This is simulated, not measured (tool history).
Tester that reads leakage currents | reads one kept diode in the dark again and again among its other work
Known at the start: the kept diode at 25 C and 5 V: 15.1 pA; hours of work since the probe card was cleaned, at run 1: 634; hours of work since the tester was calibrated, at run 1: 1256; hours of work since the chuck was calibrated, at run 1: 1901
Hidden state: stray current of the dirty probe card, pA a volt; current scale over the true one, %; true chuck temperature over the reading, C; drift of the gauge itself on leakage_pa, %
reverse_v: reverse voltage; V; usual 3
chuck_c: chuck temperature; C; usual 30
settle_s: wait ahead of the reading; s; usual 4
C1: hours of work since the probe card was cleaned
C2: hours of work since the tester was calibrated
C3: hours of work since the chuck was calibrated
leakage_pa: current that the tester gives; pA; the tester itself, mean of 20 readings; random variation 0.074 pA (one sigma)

run 1 hour=0 | reverse_v=3 chuck_c=30 settle_s=4 | C1=634 C2=1256 C3=1901 | leakage_pa=20.76
run 2 hour=39.2 | reverse_v=1.9 chuck_c=30 settle_s=4 | C1=663 C2=1285 C3=1930 | leakage_pa=17.56
run 3 hour=63.4 | reverse_v=1.9 chuck_c=30 settle_s=4 | C1=681 C2=1303 C3=1948 | leakage_pa=17.62
run 4 hour=95.1 | reverse_v=3 chuck_c=30 settle_s=9.98 | C1=705 C2=1327 C3=1972 | leakage_pa=20.81
-- hour=119.7 chuck's temperature calibrated
run 5 hour=140.5 | reverse_v=3 chuck_c=30 settle_s=9.98 | C1=737 C2=1359 C3=15 | leakage_pa=18.8
run 6 hour=169.6 | reverse_v=3 chuck_c=30 settle_s=4 | C1=759 C2=1381 C3=37 | leakage_pa=18.94
run 7 hour=190.3 | reverse_v=3 chuck_c=30 settle_s=1.46 | C1=774 C2=1396 C3=52 | leakage_pa=19.35
run 8 hour=225.2 | reverse_v=3 chuck_c=30 settle_s=9.12 | C1=800 C2=1422 C3=78 | leakage_pa=18.96
run 9 hour=254.1 | reverse_v=3 chuck_c=30 settle_s=9.12 | C1=822 C2=1444 C3=100 | leakage_pa=18.94
run 10 hour=289.5 | reverse_v=3 chuck_c=30 settle_s=9.12 | C1=848 C2=1470 C3=126 | leakage_pa=19.03
run 11 hour=329.4 | reverse_v=3 chuck_c=30 settle_s=9.12 | C1=878 C2=1500 C3=156 | leakage_pa=19.05
run 12 hour=371.7 | reverse_v=3 chuck_c=30 settle_s=9.12 | C1=909 C2=1531 C3=188 | leakage_pa=19.12
run 13 hour=391 | reverse_v=3 chuck_c=30 settle_s=9.12 | C1=924 C2=1546 C3=202 | leakage_pa=19.09
run 14 hour=434 | reverse_v=3 chuck_c=30 settle_s=9.12 | C1=956 C2=1578 C3=234 | leakage_pa=19.19
run 15 hour=452.1 | reverse_v=3 chuck_c=49 settle_s=4 | C1=969 C2=1591 C3=247 | leakage_pa=64.82
run 16 hour=473 | reverse_v=3 chuck_c=49 settle_s=4 | C1=985 C2=1607 C3=263 | leakage_pa=65.09
run 17 hour=495.5 | reverse_v=3 chuck_c=49 settle_s=4 | C1=1001 C2=1623 C3=280 | leakage_pa=64.63
run 18 hour=520 | reverse_v=3 chuck_c=30 settle_s=4 | C1=1020 C2=1642 C3=298 | leakage_pa=19.45
run 19 hour=556.8 | reverse_v=3 chuck_c=30 settle_s=4 | C1=1047 C2=1669 C3=325 | leakage_pa=19.54
run 20 hour=591.9 | reverse_v=5.07 chuck_c=30 settle_s=1.99 | C1=1073 C2=1695 C3=351 | leakage_pa=24.63
run 21 hour=627.5 | reverse_v=5.07 chuck_c=30 settle_s=1.99 | C1=1100 C2=1722 C3=378 | leakage_pa=24.57
run 22 hour=660.8 | reverse_v=5.07 chuck_c=59 settle_s=0.62 | C1=1125 C2=1746 C3=403 | leakage_pa=145.89
run 23 hour=702.7 | reverse_v=5.07 chuck_c=59 settle_s=0.62 | C1=1156 C2=1778 C3=434 | leakage_pa=145.96
run 24 hour=729 | reverse_v=5.07 chuck_c=59 settle_s=0.62 | C1=1175 C2=1797 C3=453 | leakage_pa=145.9
run 25 hour=747.7 | reverse_v=4.38 chuck_c=30 settle_s=9.36 | C1=1189 C2=1811 C3=467 | leakage_pa=22.82
run 26 hour=780.5 | reverse_v=4.38 chuck_c=30 settle_s=9.36 | C1=1214 C2=1836 C3=492 | leakage_pa=22.98
run 27 hour=822.5 | reverse_v=5.09 chuck_c=26 settle_s=0.82 | C1=1245 C2=1867 C3=523 | leakage_pa=20.5
run 28 hour=842 | reverse_v=5.09 chuck_c=26 settle_s=0.82 | C1=1259 C2=1881 C3=537 | leakage_pa=20.62
run 29 hour=871.7 | reverse_v=5.31 chuck_c=47 settle_s=1.56 | C1=1281 C2=1903 C3=560 | leakage_pa=73.06
run 30 hour=913.3 | reverse_v=2.36 chuck_c=24 settle_s=0.33 | C1=1312 C2=1934 C3=591 | leakage_pa=14.15
run 31 hour=933.8 | reverse_v=3 chuck_c=30 settle_s=0.34 | C1=1328 C2=1950 C3=606 | leakage_pa=22.01
run 32 hour=951.9 | reverse_v=11.9 chuck_c=52 settle_s=0.81 | C1=1341 C2=1963 C3=619 | leakage_pa=136.84
run 33 hour=972.7 | reverse_v=11.9 chuck_c=52 settle_s=0.81 | C1=1357 C2=1979 C3=635 | leakage_pa=136.79
run 34 hour=993.9 | reverse_v=14.59 chuck_c=52 settle_s=0.81 | C1=1372 C2=1994 C3=650 | leakage_pa=148.93
run 35 hour=1033.7 | reverse_v=14.59 chuck_c=52 settle_s=0.81 | C1=1402 C2=2024 C3=680 | leakage_pa=148.55
run 36 hour=1062.9 | reverse_v=3 chuck_c=42 settle_s=0.62 | C1=1424 C2=2046 C3=702 | leakage_pa=44.36

The next listed run, before its measurement:
run 37 hour=1101.1 | reverse_v=2.95 chuck_c=34 settle_s=1.98 | C1=1452 C2=2074 C3=730 | leakage_pa=?

{"run 37": {"leakage_pa": 26.26}}
Without the tool's hidden state the same run would have given leakage_pa 24.13 pA.
